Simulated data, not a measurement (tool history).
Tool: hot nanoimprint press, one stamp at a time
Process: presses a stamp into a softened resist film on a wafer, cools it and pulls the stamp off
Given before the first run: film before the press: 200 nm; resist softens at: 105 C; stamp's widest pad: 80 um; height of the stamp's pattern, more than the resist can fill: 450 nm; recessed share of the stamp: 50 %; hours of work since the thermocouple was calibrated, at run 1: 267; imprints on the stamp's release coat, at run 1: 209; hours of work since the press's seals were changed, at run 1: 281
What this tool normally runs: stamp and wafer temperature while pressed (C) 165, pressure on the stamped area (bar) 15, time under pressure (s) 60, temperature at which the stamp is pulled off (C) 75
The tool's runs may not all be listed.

run,hour,stamp and wafer temperature while pressed (C),pressure on the stamped area (bar),time under pressure (s),temperature at which the stamp is pulled off (C),hours of work since the thermocouple was calibrated,imprints on the stamp's release coat,hours of work since the press's seals were changed,resist left under the stamp's widest pad (angstrom),greatest force while the stamp is pulled off (N)
1,0.0,165,15,60,75,267,209,281,1208,180
2,20.5,165,15,60,75,280,300,294,1192,185
3,42.9,165,15,60,75,294,399,308,1192,182
4,55.9,165,15,101,75,302,457,316,1033,178
5,66.5,165,15,101,75,309,504,322,1027,182
# hour 80.0: plate thermocouple calibrated
6,82.3,165,15,101,75,1,561,330,1024,177
7,97.5,165,15,60,75,11,628,340,1194,178
8,112.2,165,15,31,75,20,694,349,1415,182
9,131.9,165,15,31,75,33,782,362,1409,175
10,152.7,165,15,31,75,46,874,375,1421,179
11,172.9,165,15,31,75,58,963,387,1414,176
12,183.1,165,15,31,75,65,1009,394,1413,172

Forecast run 13:
13,205.2,167,23,51,75,79,1107,408,?,?

Run 13 produced resist left under the stamp's widest pad (angstrom) 930, greatest force while the stamp is pulled off (N) 184.
With no hidden state in the tool, this same run would have given resist left under the stamp's widest pad (angstrom) 929, greatest force while the stamp is pulled off (N) 181.
